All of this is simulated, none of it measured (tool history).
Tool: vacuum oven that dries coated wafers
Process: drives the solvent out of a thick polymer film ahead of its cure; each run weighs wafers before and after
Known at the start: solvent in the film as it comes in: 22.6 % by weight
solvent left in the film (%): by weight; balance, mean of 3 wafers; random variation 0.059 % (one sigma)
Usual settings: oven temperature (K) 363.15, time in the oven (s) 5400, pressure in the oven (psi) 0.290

| run | hour | oven temperature (K) | time in the oven (s) | pressure in the oven (psi) | solvent left in the film (%) |
|---|---|---|---|---|---|
| 1 | 0.0 | 363.15 | 5400 | 0.290 | 2.79 |
| 2 | 44.5 | 363.15 | 5400 | 0.290 | 2.81 |
| 3 | 93.2 | 363.15 | 5400 | 0.290 | 2.77 |
| 4 | 147.5 | 363.15 | 5400 | 0.290 | 2.85 |
| 5 | 204.6 | 363.15 | 5400 | 0.290 | 2.67 |
|  | 240.0 | oven's thermocouples calibrated |
| 6 | 261.0 | 363.15 | 5400 | 0.290 | 3.45 |
| 7 | 331.7 | 363.15 | 5400 | 0.290 | 3.44 |
| 8 | 371.4 | 363.15 | 5400 | 0.290 | 3.46 |
| 9 | 441.5 | 363.15 | 3480 | 0.290 | 5.55 |
|  | 483.0 | vacuum gauge cleaned of residue and calibrated |
| 10 | 483.0 | 363.15 | 5400 | 0.251 | 3.04 |
| 11 | 550.8 | 363.15 | 3840 | 0.251 | 4.51 |
| 12 | 581.9 | 363.15 | 5400 | 0.669 | 5.16 |
| 13 | 627.1 | 363.15 | 5400 | 0.669 | 5.12 |
| 14 | 675.5 | 363.15 | 5400 | 0.290 | 3.11 |
| 15 | 708.5 | 363.15 | 6180 | 0.290 | 2.72 |
| 16 | 770.1 | 363.15 | 6180 | 0.290 | 2.62 |
| 17 | 839.0 | 363.15 | 6180 | 0.290 | 2.67 |
| 18 | 907.6 | 363.15 | 6180 | 0.290 | 2.67 |
| 19 | 941.2 | 363.15 | 6180 | 0.290 | 2.62 |
| 20 | 989.8 | 361.15 | 5400 | 0.290 | 3.73 |
| 21 | 1030.4 | 353.15 | 5400 | 0.290 | 7.46 |
| 22 | 1076.1 | 363.15 | 5400 | 0.290 | 3.04 |
| 23 | 1126.7 | 363.15 | 4620 | 0.290 | 3.53 |
| 24 | 1175.0 | 363.15 | 4440 | 0.290 | 3.84 |
| 25 | 1207.4 | 352.15 | 8340 | 0.493 | 6.88 |
| 26 | 1237.1 | 358.15 | 3480 | 0.450 | 8.29 |
| 27 | 1305.9 | 371.15 | 4260 | 0.290 | 1.74 |
| 28 | 1368.3 | 363.15 | 5160 | 0.197 | 2.68 |
| 29 | 1403.7 | 363.15 | 5160 | 0.197 | 2.78 |
| 30 | 1474.7 | 351.15 | 7860 | 0.508 | 7.70 |
| 31 | 1519.3 | 353.15 | 5640 | 0.696 | 9.31 |
| 32 | 1582.2 | 353.15 | 5640 | 0.696 | 9.60 |
| 33 | 1642.8 | 353.15 | 5640 | 0.696 | 9.21 |
| 34 | 1688.6 | 353.15 | 5640 | 0.238 | 6.51 |
| 35 | 1742.0 | 353.15 | 5640 | 0.238 | 6.52 |
| 36 | 1810.1 | 353.15 | 8100 | 0.290 | 4.91 |
| 37 | 1863.3 | 352.15 | 7860 | 0.290 | 5.28 |
| 38 | 1911.6 | 352.15 | 7860 | 0.290 | 5.35 |
| 39 | 1962.8 | 352.15 | 4680 | 0.360 | 8.61 |
| 40 | 2022.8 | 352.15 | 4680 | 0.360 | 8.63 |
| 41 | 2061.3 | 352.15 | 4680 | 0.360 | 8.47 |
| 42 | 2101.0 | 359.15 | 2820 | 0.193 | 7.35 |
| 43 | 2139.0 | 368.15 | 6480 | 1.150 | 5.09 |
| 44 | 2207.5 | 368.15 | 3420 | 1.150 | 6.29 |
| 45 | 2278.4 | 363.15 | 5700 | 0.251 | 2.38 |
| 46 | 2332.3 | 358.15 | 9120 | 0.181 | 2.02 |
|  | 2356.7 | oven's thermocouples calibrated |
| 47 | 2398.5 | 358.15 | 9120 | 0.181 | 2.54 |

Measured less the same run without the tool's hidden state. The same run-to-run variation is in both; the gauge's scatter may not be:
The hidden state here: true wafer temperature over the reading, C; true pressure over the reading, kPa; drift of the gauge itself on solvent_pct, %.
| run | solvent left in the film (%) |
|---|---|
| 1 | -0.42 |
| 2 | -0.43 |
| 3 | -0.44 |
| 4 | -0.45 |
| 5 | -0.46 |
| 6 | +0.31 |
| 7 | +0.29 |
| 8 | +0.28 |
| 9 | +0.24 |
| 10 | +0.02 |
| 11 | -0.01 |
| 12 | -0.02 |
| 13 | -0.04 |
| 14 | -0.04 |
| 15 | -0.05 |
| 16 | -0.06 |
| 17 | -0.07 |
| 18 | -0.09 |
| 19 | -0.10 |
| 20 | -0.17 |
| 21 | -0.27 |
| 22 | -0.16 |
| 23 | -0.22 |
| 24 | -0.24 |
| 25 | -0.33 |
| 26 | -0.38 |
| 27 | -0.11 |
| 28 | -0.24 |
| 29 | -0.27 |
| 30 | -0.48 |
| 31 | -0.54 |
| 32 | -0.59 |
| 33 | -0.60 |
| 34 | -0.60 |
| 35 | -0.61 |
| 36 | -0.55 |
| 37 | -0.61 |
| 38 | -0.62 |
| 39 | -0.75 |
| 40 | -0.80 |
| 41 | -0.80 |
| 42 | -0.82 |
| 43 | -0.35 |
| 44 | -0.68 |
| 45 | -0.42 |
| 46 | -0.33 |
| 47 | +0.29 |
